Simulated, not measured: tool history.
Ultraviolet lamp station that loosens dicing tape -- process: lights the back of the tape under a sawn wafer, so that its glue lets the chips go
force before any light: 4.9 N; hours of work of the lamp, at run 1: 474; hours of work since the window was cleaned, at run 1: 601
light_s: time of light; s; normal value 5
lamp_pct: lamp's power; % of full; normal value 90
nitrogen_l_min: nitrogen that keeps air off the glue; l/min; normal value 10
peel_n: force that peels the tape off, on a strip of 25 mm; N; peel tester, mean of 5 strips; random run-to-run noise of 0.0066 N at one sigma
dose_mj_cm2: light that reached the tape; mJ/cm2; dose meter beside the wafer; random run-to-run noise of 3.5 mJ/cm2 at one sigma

run	hour	light_s	lamp_pct	nitrogen_l_min	hours of work of the lamp	hours of work since the window was cleaned	peel_n	dose_mj_cm2
1	0.0	5	90	10	474	601	0.208	578
# hour 28.2: window cleaned of glue's vapour
2	29.8	5	90	10	496	1	0.205	579
3	64.9	5	90	10	522	28	0.212	583
4	89.5	5	90	10	541	46	0.211	585
5	110.7	5	90	10	557	62	0.212	579
6	142.1	5	90	10	580	86	0.230	585
7	171.9	5	90	10	603	108	0.210	580
8	200.7	5	90	10	625	130	0.217	578
9	224.7	5	90	10	643	148	0.221	582
10	256.1	5	90	10	666	172	0.200	582
11	277.5	5	90	10	682	188	0.204	579
12	316.3	5	90	6	712	217	0.301	580
# hour 320.4: lamp changed
13	348.6	5	90	6	21	241	0.321	583
14	366.1	5	94	10	34	254	0.194	609
15	400.1	5	90	18	60	280	0.162	589
16	433.4	6	74	4	85	305	0.430	574
17	468.1	6	81	8	111	331	0.213	630
18	498.0	4	63	13	134	353	0.586	329
19	526.1	4	63	13	155	375	0.556	330
20	555.5	3	76	17	177	397	0.594	293
21	592.5	5	90	14	205	425	0.176	590
22	610.1	2	77	4	218	438	2.011	200
23	643.4	2	75	3	243	463	2.306	194
24	681.8	5	97	14	272	492	0.164	626
25	707.2	5	79	10	292	511	0.271	509
26	723.2	5	79	10	304	523	0.268	507

Alternative continuations, all from the tool just after run 26; predict every row:
A	751.6	7	79	10	325	545	?	?
B	751.6	5	79	6	325	545	?	?
C	751.6	3	64	6	325	545	?	?
D	751.6	5	62	10	325	545	?	?

run	peel_n	dose_mj_cm2
A	0.149	723
B	0.391	507
C	1.334	246
D	0.446	396
What these runs would have given with no unlogged condition in the tool:
run	peel_n	dose_mj_cm2
A	0.148	724
B	0.390	508
C	1.332	246
D	0.445	396

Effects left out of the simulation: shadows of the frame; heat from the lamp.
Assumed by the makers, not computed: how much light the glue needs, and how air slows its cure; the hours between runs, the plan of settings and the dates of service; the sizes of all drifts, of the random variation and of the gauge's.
